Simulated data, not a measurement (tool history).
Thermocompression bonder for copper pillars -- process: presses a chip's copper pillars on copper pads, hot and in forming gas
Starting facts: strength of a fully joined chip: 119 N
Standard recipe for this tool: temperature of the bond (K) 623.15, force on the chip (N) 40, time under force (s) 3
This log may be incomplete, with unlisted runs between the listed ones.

run,hour,temperature of the bond (K),force on the chip (N),time under force (s),force that shears a chip off (N)
1,0,623.15,40,3,67.6
2,52.6,623.15,40,3,67.6
3,81,623.15,40,3,68.4
4,109.4,628.15,40,3,71.1
# hour 134.2: forming gas filter changed
5,159.4,623.15,40,3,70.1
6,212.4,623.15,40,3,70.5
7,249.3,623.15,40,3,71.5
8,280.7,623.15,40,3,71
9,327.6,623.15,35,3,65.1
10,364.2,623.15,32,3,60.2
11,400,607.15,56,3,81.8
# hour 422.3: force cell calibrated
# hour 431.8: heater calibrated with a thermocouple chip
12,441.9,607.15,56,3,72.7

Run 13 comes next. What will it give?
13,494,607.15,56,3,?

force that shears a chip off (N): 72.9
If the tool had no hidden condition, the same run with the same run-to-run variation would have returned force that shears a chip off (N) 73.8.
